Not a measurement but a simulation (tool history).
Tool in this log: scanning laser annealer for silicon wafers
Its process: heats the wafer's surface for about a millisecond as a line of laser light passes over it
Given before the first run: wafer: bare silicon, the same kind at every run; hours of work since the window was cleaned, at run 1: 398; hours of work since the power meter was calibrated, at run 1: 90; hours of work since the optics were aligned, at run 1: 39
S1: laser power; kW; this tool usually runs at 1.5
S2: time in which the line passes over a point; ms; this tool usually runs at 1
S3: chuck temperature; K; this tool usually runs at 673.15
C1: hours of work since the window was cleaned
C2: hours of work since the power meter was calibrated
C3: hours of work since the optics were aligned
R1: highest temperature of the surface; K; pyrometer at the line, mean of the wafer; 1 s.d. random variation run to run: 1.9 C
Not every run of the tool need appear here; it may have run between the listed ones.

{"run": 1, "hour": 0.0, "S1": 1.5, "S2": 1, "S3": 673.15, "C1": 398, "C2": 90, "C3": 39, "R1": 1412.15}
{"run": 2, "hour": 10.0, "S1": 1.5, "S2": 1, "S3": 673.15, "C1": 404, "C2": 96, "C3": 45, "R1": 1412.15}
{"run": 3, "hour": 21.3, "S1": 1.5, "S2": 1, "S3": 673.15, "C1": 411, "C2": 104, "C3": 52, "R1": 1412.15}
{"run": 4, "hour": 31.3, "S1": 1.5, "S2": 1, "S3": 673.15, "C1": 418, "C2": 110, "C3": 58, "R1": 1416.15}
{"run": 5, "hour": 43.1, "S1": 1.5, "S2": 1, "S3": 673.15, "C1": 425, "C2": 117, "C3": 66, "R1": 1411.15}
{"run": 6, "hour": 48.8, "S1": 1.5, "S2": 0.86, "S3": 673.15, "C1": 429, "C2": 121, "C3": 69, "R1": 1357.15}
{"run": 7, "hour": 58.5, "S1": 1.5, "S2": 1, "S3": 648.15, "C1": 435, "C2": 127, "C3": 75, "R1": 1386.15}
{"run": 8, "hour": 64.7, "S1": 1.5, "S2": 1, "S3": 648.15, "C1": 439, "C2": 131, "C3": 79, "R1": 1388.15}
{"run": 9, "hour": 76.3, "S1": 1.5, "S2": 1, "S3": 673.15, "C1": 446, "C2": 138, "C3": 87, "R1": 1412.15}
{"run": 10, "hour": 87.5, "S1": 1.5, "S2": 1, "S3": 673.15, "C1": 453, "C2": 145, "C3": 94, "R1": 1411.15}
{"run": 11, "hour": 96.5, "S1": 1.5, "S2": 1, "S3": 673.15, "C1": 458, "C2": 151, "C3": 99, "R1": 1410.15}
{"run": 12, "hour": 103.9, "S1": 1.5, "S2": 1, "S3": 658.15, "C1": 463, "C2": 155, "C3": 104, "R1": 1393.15}
{"run": 13, "hour": 116.3, "S1": 1.5, "S2": 0.94, "S3": 673.15, "C1": 471, "C2": 163, "C3": 112, "R1": 1384.15}
{"run": 14, "hour": 128.1, "S1": 1.5, "S2": 0.94, "S3": 673.15, "C1": 478, "C2": 171, "C3": 119, "R1": 1388.15}
{"run": 15, "hour": 139.5, "S1": 1.5, "S2": 1, "S3": 673.15, "C1": 485, "C2": 178, "C3": 126, "R1": 1405.15}
{"run": 16, "hour": 150.5, "S1": 1.5, "S2": 1, "S3": 673.15, "C1": 492, "C2": 185, "C3": 133, "R1": 1409.15}
{"run": 17, "hour": 160.7, "S1": 1.5, "S2": 1, "S3": 673.15, "C1": 499, "C2": 191, "C3": 139, "R1": 1407.15}
{"run": 18, "hour": 169.3, "S1": 1.5, "S2": 1, "S3": 673.15, "C1": 504, "C2": 196, "C3": 145, "R1": 1409.15}
{"run": 19, "hour": 183.0, "S1": 1.5, "S2": 1, "S3": 673.15, "C1": 513, "C2": 205, "C3": 153, "R1": 1408.15}
{"run": 20, "hour": 189.1, "S1": 1.5, "S2": 1, "S3": 704.15, "C1": 517, "C2": 209, "C3": 157, "R1": 1437.15}
{"run": 21, "hour": 200.7, "S1": 1.5, "S2": 1.15, "S3": 663.15, "C1": 524, "C2": 216, "C3": 165, "R1": 1451.15}
{"run": 22, "hour": 211.9, "S1": 1.328, "S2": 1.01, "S3": 692.15, "C1": 531, "C2": 223, "C3": 172, "R1": 1327.15}
{"run": 23, "hour": 220.4, "S1": 1.328, "S2": 1.01, "S3": 692.15, "C1": 536, "C2": 229, "C3": 177, "R1": 1326.15}
{"run": 24, "hour": 234.0, "S1": 1.328, "S2": 1.21, "S3": 692.15, "C1": 545, "C2": 237, "C3": 185, "R1": 1388.15}
{"run": 25, "hour": 240.9, "S1": 1.328, "S2": 1.17, "S3": 692.15, "C1": 549, "C2": 241, "C3": 190, "R1": 1373.15}
{"run": 26, "hour": 253.6, "S1": 1.328, "S2": 1.17, "S3": 692.15, "C1": 557, "C2": 249, "C3": 198, "R1": 1373.15}
{"run": 27, "hour": 259.6, "S1": 1.328, "S2": 0.87, "S3": 692.15, "C1": 561, "C2": 253, "C3": 202, "R1": 1277.15}
{"run": 28, "hour": 271.2, "S1": 1.29, "S2": 1.12, "S3": 644.15, "C1": 568, "C2": 260, "C3": 209, "R1": 1290.15}
{"run": 29, "hour": 280.2, "S1": 1.29, "S2": 1.12, "S3": 644.15, "C1": 574, "C2": 266, "C3": 214, "R1": 1290.15}
{"run": 30, "hour": 293.0, "S1": 1.47, "S2": 1.21, "S3": 639.15, "C1": 582, "C2": 274, "C3": 223, "R1": 1425.15}
{"run": 31, "hour": 299.9, "S1": 1.47, "S2": 1.21, "S3": 639.15, "C1": 586, "C2": 278, "C3": 227, "R1": 1427.15}
{"run": 32, "hour": 313.2, "S1": 1.507, "S2": 1, "S3": 673.15, "C1": 595, "C2": 287, "C3": 235, "R1": 1406.15}
{"run": 33, "hour": 322.4, "S1": 1.631, "S2": 1, "S3": 651.15, "C1": 600, "C2": 293, "C3": 241, "R1": 1458.15}
{"run": 34, "hour": 336.0, "S1": 1.631, "S2": 1, "S3": 651.15, "C1": 609, "C2": 301, "C3": 249, "R1": 1462.15}
{"run": 35, "hour": 345.3, "S1": 1.34, "S2": 0.93, "S3": 673.15, "C1": 615, "C2": 307, "C3": 255, "R1": 1285.15}
{"run": 36, "hour": 353.6, "S1": 1.331, "S2": 1.08, "S3": 698.15, "C1": 620, "C2": 312, "C3": 261, "R1": 1352.15}
{"run": 37, "hour": 359.9, "S1": 1.488, "S2": 1.02, "S3": 643.15, "C1": 624, "C2": 316, "C3": 265, "R1": 1374.15}
{"run": 38, "hour": 369.8, "S1": 1.488, "S2": 1.02, "S3": 643.15, "C1": 630, "C2": 322, "C3": 271, "R1": 1372.15}
{"run": 39, "hour": 377.9, "S1": 1.488, "S2": 1.02, "S3": 643.15, "C1": 635, "C2": 327, "C3": 276, "R1": 1371.15}
{"run": 40, "hour": 389.9, "S1": 1.488, "S2": 1.02, "S3": 643.15, "C1": 643, "C2": 335, "C3": 283, "R1": 1370.15}

Same runs, no hidden state in the tool, same run-to-run variation:
Hidden state present: light that passes the window, % of a clean one's; laser's true power over the reading, %; width of the line over the set one, %; drift of the gauge itself on peak_c, C.
run=1 R1=1425.15
run=2 R1=1426.15
run=3 R1=1426.15
run=4 R1=1430.15
run=5 R1=1425.15
run=6 R1=1370.15
run=7 R1=1400.15
run=8 R1=1403.15
run=9 R1=1427.15
run=10 R1=1427.15
run=11 R1=1426.15
run=12 R1=1410.15
run=13 R1=1401.15
run=14 R1=1405.15
run=15 R1=1423.15
run=16 R1=1426.15
run=17 R1=1425.15
run=18 R1=1427.15
run=19 R1=1426.15
run=20 R1=1456.15
run=21 R1=1471.15
run=22 R1=1344.15
run=23 R1=1343.15
run=24 R1=1407.15
run=25 R1=1392.15
run=26 R1=1392.15
run=27 R1=1293.15
run=28 R1=1309.15
run=29 R1=1309.15
run=30 R1=1448.15
run=31 R1=1451.15
run=32 R1=1428.15
run=33 R1=1484.15
run=34 R1=1488.15
run=35 R1=1305.15
run=36 R1=1374.15
run=37 R1=1398.15
run=38 R1=1397.15
run=39 R1=1396.15
run=40 R1=1395.15
